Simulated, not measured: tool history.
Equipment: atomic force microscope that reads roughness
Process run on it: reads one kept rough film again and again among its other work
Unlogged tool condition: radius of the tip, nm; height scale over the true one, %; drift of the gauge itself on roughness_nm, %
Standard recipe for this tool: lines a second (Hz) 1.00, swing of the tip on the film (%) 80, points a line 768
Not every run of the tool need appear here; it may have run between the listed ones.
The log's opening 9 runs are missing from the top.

run	hour	lines a second (Hz)	swing of the tip on the film (%)	points a line	pictures with this tip	hours of work since the height scale was calibrated	roughness of the kept film (nm (root mean square))
10	433.9	0.65	80	768	334	642	1.210
# hour 460.8: new tip fitted
11	471.9	0.65	80	768	22	668	1.258
12	499.6	0.65	80	768	77	687	1.246
13	561.1	0.65	80	768	200	729	1.231
14	590.6	1.00	72	768	259	749	1.219
15	649.6	1.00	72	768	377	790	1.193
# hour 654.0: new tip fitted
16	690.1	0.56	80	768	72	817	1.252
17	751.1	0.56	80	768	194	859	1.235
18	794.2	3.85	58	353	280	889	1.190
19	842.5	1.55	61	353	377	922	1.202
# hour 848.8: new tip fitted
20	871.6	1.55	61	353	45	942	1.244
21	934.9	3.64	80	384	172	985	1.086
22	963.2	3.64	80	384	228	1005	1.079
23	994.3	1.32	63	614	291	1026	1.218
# hour 1044.1: new tip fitted
24	1048.5	1.32	63	614	9	1063	1.264
25	1104.3	1.32	63	614	121	1101	1.238
26	1166.8	2.65	63	526	246	1144	1.199
27	1222.1	1.00	80	696	356	1182	1.182
# hour 1237.8: new tip fitted
28	1254.4	0.74	78	835	33	1204	1.248
29	1309.8	3.18	75	413	144	1242	1.135
30	1347.9	3.18	75	413	220	1268	1.124
31	1379.3	1.00	71	549	283	1290	1.207

Below are 4 alternative next runs, each starting from the tool's condition after run 31. Predict each:
A	1409.2	0.58	80	768	343	1310	?
B	1409.2	1.00	60	549	343	1310	?
C	1409.2	1.00	80	1000	343	1310	?
D	1409.2	1.11	55	272	343	1310	?

run	roughness of the kept film (nm (root mean square))
A	1.203
B	1.219
C	1.185
D	1.209
Had the tool no hidden state, the same runs would have come out as:
run	roughness of the kept film (nm (root mean square))
A	1.273
B	1.289
C	1.254
D	1.279
